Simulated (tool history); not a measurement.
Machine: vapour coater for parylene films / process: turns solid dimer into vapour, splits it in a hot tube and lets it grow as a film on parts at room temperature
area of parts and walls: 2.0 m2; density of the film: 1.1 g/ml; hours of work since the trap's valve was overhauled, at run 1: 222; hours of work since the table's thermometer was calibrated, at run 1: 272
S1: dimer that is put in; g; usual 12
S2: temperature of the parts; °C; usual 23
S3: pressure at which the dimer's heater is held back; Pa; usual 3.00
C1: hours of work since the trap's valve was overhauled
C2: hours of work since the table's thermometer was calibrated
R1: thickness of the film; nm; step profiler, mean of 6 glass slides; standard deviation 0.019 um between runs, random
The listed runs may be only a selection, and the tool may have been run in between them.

| run | hour | S1 | S2 | S3 | C1 | C2 | R1 |
|---|---|---|---|---|---|---|---|
| 1 | 0.0 | 12 | 23 | 3.00 | 222 | 272 | 2630 |
| 2 | 12.7 | 12 | 19 | 3.00 | 228 | 277 | 2940 |
| 3 | 23.3 | 12 | 19 | 3.00 | 232 | 281 | 2940 |
| 4 | 38.5 | 18 | 23 | 3.00 | 238 | 288 | 3930 |
| 5 | 48.3 | 12 | 23 | 3.00 | 243 | 292 | 2610 |
| 6 | 60.1 | 12 | 23 | 3.00 | 248 | 297 | 2620 |
| 7 | 71.0 | 12 | 23 | 3.00 | 252 | 301 | 2590 |
| 8 | 80.9 | 12 | 23 | 3.00 | 256 | 306 | 2610 |
| 9 | 88.1 | 12 | 23 | 3.00 | 259 | 309 | 2550 |
| 10 | 96.1 | 12 | 23 | 3.00 | 263 | 312 | 2620 |
| 11 | 104.5 | 12 | 26 | 2.65 | 266 | 315 | 2390 |
| 12 | 121.8 | 17 | 23 | 6.43 | 273 | 323 | 3280 |
| 13 | 129.1 | 9 | 18 | 2.09 | 277 | 326 | 2350 |
| 14 | 146.0 | 9 | 18 | 2.09 | 284 | 333 | 2320 |
| 15 | 158.1 | 12 | 23 | 11.88 | 289 | 338 | 2060 |
| 16 | 168.0 | 14 | 21 | 7.72 | 293 | 342 | 2670 |
| 17 | 181.1 | 12 | 20 | 3.00 | 298 | 348 | 2790 |
| 18 | 197.6 | 6 | 26 | 3.30 | 305 | 355 | 1170 |

What would each run have given without the hidden state, its run-to-run variation left as it was?
The tool's hidden condition here consists of: vapour lost through the trap's worn valve, %; true temperature of the parts over the reading, C; drift of the gauge itself on film_um, %.
| run | R1 |
|---|---|
| 1 | 2910 |
| 2 | 3260 |
| 3 | 3250 |
| 4 | 4370 |
| 5 | 2910 |
| 6 | 2930 |
| 7 | 2900 |
| 8 | 2930 |
| 9 | 2860 |
| 10 | 2950 |
| 11 | 2690 |
| 12 | 3700 |
| 13 | 2660 |
| 14 | 2640 |
| 15 | 2340 |
| 16 | 3050 |
| 17 | 3190 |
| 18 | 1340 |
